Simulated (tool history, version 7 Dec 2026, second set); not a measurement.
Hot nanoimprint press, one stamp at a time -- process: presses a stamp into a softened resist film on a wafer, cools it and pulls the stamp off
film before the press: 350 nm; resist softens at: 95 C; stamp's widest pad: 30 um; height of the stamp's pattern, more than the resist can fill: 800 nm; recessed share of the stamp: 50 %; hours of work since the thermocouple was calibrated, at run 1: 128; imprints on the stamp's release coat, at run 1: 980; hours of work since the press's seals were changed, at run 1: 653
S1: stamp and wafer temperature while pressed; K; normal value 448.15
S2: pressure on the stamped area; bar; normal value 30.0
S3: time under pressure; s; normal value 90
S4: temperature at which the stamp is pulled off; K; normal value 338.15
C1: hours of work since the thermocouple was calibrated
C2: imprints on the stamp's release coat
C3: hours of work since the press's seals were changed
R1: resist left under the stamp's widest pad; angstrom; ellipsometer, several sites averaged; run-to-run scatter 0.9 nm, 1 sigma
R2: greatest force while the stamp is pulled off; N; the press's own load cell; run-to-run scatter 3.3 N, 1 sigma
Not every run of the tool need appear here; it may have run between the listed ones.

| run | day | S1 | S2 | S3 | S4 | C1 | C2 | C3 | R1 | R2 |
|---|---|---|---|---|---|---|---|---|---|---|
| 1 | 0.000 | 448.15 | 30.0 | 90 | 338.15 | 128 | 980 | 653 | 1929 | 166 |
| 2 | 2.142 | 448.15 | 30.0 | 90 | 338.15 | 159 | 1136 | 684 | 1902 | 165 |
| 3 | 4.175 | 448.15 | 34.8 | 90 | 338.15 | 189 | 1283 | 714 | 1772 | 171 |
|  | 5.921 | stamp cleaned and given a new release coat |
| 4 | 7.100 | 448.15 | 30.0 | 90 | 338.15 | 228 | 86 | 753 | 1901 | 155 |
| 5 | 10.988 | 448.15 | 30.0 | 90 | 338.15 | 285 | 369 | 810 | 1890 | 157 |
| 6 | 13.675 | 448.15 | 30.0 | 90 | 338.15 | 324 | 564 | 849 | 1862 | 156 |
|  | 16.558 | plate thermocouple calibrated |
| 7 | 17.312 | 448.15 | 30.0 | 90 | 338.15 | 11 | 820 | 901 | 1954 | 171 |
| 8 | 19.692 | 448.15 | 30.0 | 90 | 338.15 | 46 | 993 | 935 | 1948 | 165 |
| 9 | 22.208 | 448.15 | 30.0 | 90 | 338.15 | 83 | 1176 | 972 | 1932 | 174 |
|  | 25.379 | stamp cleaned and given a new release coat |
| 10 | 26.204 | 448.15 | 30.0 | 90 | 338.15 | 137 | 60 | 1027 | 1945 | 161 |
| 11 | 28.771 | 448.15 | 30.0 | 90 | 338.15 | 175 | 247 | 1064 | 1921 | 153 |
| 12 | 32.508 | 448.15 | 30.0 | 90 | 338.15 | 230 | 519 | 1119 | 1932 | 159 |
| 13 | 34.742 | 448.15 | 30.0 | 90 | 338.15 | 262 | 681 | 1152 | 1922 | 157 |
| 14 | 37.912 | 448.15 | 30.0 | 90 | 338.15 | 309 | 912 | 1198 | 1925 | 162 |
| 15 | 40.625 | 449.15 | 30.0 | 90 | 338.15 | 348 | 1109 | 1238 | 1851 | 168 |
|  | 41.733 | plate thermocouple calibrated |
| 16 | 42.754 | 439.15 | 22.9 | 55 | 338.15 | 15 | 1255 | 1267 | 2930 | 178 |
|  | 44.850 | stamp cleaned and given a new release coat |
| 17 | 45.208 | 448.15 | 24.3 | 90 | 328.15 | 47 | 26 | 1299 | 2137 | 200 |
|  | 47.212 | press's hydraulic seals changed and the load cell set to zero |
| 18 | 49.271 | 448.15 | 33.0 | 137 | 342.15 | 102 | 297 | 30 | 1595 | 144 |
| 19 | 50.971 | 445.15 | 35.0 | 85 | 328.15 | 127 | 421 | 55 | 1945 | 200 |
| 20 | 52.642 | 445.15 | 35.0 | 85 | 328.15 | 151 | 542 | 79 | 1942 | 212 |
| 21 | 56.000 | 459.15 | 31.3 | 61 | 338.15 | 200 | 787 | 129 | 1553 | 165 |
| 22 | 59.917 | 459.15 | 31.3 | 61 | 338.15 | 257 | 1072 | 186 | 1523 | 164 |
| 23 | 63.308 | 436.15 | 23.5 | 174 | 332.15 | 307 | 1318 | 235 | 2478 | 189 |
|  | 64.400 | stamp cleaned and given a new release coat |
| 24 | 66.296 | 436.15 | 23.5 | 174 | 332.15 | 347 | 137 | 275 | 2449 | 172 |
|  | 67.392 | plate thermocouple calibrated |
| 25 | 69.150 | 436.15 | 22.1 | 143 | 340.15 | 26 | 336 | 315 | 2672 | 150 |
| 26 | 71.600 | 436.15 | 22.1 | 143 | 340.15 | 62 | 514 | 351 | 2689 | 155 |
| 27 | 73.592 | 449.15 | 39.9 | 90 | 338.15 | 91 | 659 | 380 | 1608 | 163 |
| 28 | 77.450 | 449.15 | 39.9 | 90 | 338.15 | 147 | 940 | 437 | 1606 | 163 |
| 29 | 80.592 | 437.15 | 42.2 | 119 | 341.15 | 193 | 1168 | 483 | 2056 | 152 |

Measured minus without-hidden-state, run by run (identical run-to-run variation in each term; gauge scatter may differ):
Hidden conditions of the tool in this case: true temperature over the reading, C; pressure that arrives at the usual setting, %; grip of the stamp's worn release coat, % over a new coat's; drift of the gauge itself on residual_nm, %; drift of the gauge itself on pull_off_n, %.
| run | R1 | R2 |
|---|---|---|
| 1 | -15 | +12 |
| 2 | -19 | +13 |
| 3 | -20 | +15 |
| 4 | -29 | -2 |
| 5 | -38 | +1 |
| 6 | -42 | +3 |
| 7 | +16 | +12 |
| 8 | +12 | +13 |
| 9 | +6 | +16 |
| 10 | -2 | -2 |
| 11 | -8 | +1 |
| 12 | -17 | +4 |
| 13 | -22 | +5 |
| 14 | -29 | +8 |
| 15 | -34 | +11 |
| 16 | +3 | +18 |
| 17 | +4 | -1 |
| 18 | -23 | +1 |
| 19 | -30 | +5 |
| 20 | -33 | +7 |
| 21 | -29 | +8 |
| 22 | -36 | +10 |
| 23 | -69 | +16 |
| 24 | -76 | -4 |
| 25 | +1 | +5 |
| 26 | -5 | +6 |
| 27 | +1 | +8 |
| 28 | -7 | +12 |
| 29 | -21 | +13 |
